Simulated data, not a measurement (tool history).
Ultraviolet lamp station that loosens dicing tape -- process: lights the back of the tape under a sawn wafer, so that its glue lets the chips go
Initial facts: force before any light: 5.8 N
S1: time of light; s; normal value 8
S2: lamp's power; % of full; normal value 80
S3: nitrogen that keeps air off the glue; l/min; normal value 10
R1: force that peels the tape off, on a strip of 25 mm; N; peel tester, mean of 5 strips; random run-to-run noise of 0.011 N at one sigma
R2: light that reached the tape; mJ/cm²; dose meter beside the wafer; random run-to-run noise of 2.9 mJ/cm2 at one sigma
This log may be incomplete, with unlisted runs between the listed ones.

run,hour,S1,S2,S3,R1,R2
1,0,8,80,10,0.493,427
2,11.7,8,80,10,0.494,425
3,25.4,8,80,10,0.511,429
4,43.5,6,80,10,0.911,322
5,60.1,7,80,10,0.702,367
6,68.3,8,80,10,0.539,423
7,81.3,8,80,6,0.691,427
8,90.7,4,80,10,1.624,210
9,104.1,8,80,10,0.519,432
10,121.3,8,80,10,0.492,423
11,139.6,8,80,10,0.519,425
12,152.3,8,80,10,0.497,426
13,170.1,8,80,10,0.511,426
14,181.5,8,99,19,0.227,531
15,195.6,7,99,10,0.429,457
16,207.9,10,80,4,0.553,534
17,217.3,11,83,6,0.315,600
18,227.2,11,98,4,0.271,716
19,244.8,4,77,4,2.272,208
20,257.1,8,62,5,1.215,329
21,274.1,8,62,5,1.169,332
22,288,8,75,5,0.831,401
23,302,8,75,20,0.427,397

Branching from run 23: 4 alternative next runs. What would each branch give?
A,319.8,8,62,20,?,?
B,319.8,14,75,20,?,?
C,319.8,6,80,10,?,?
D,319.8,8,80,12,?,?

run,R1,R2
A,0.667,332
B,0.128,702
C,0.913,319
D,0.478,424
Without the tool's hidden state the same runs would have given:
run,R1,R2
A,0.665,332
B,0.128,703
C,0.911,319
D,0.477,424
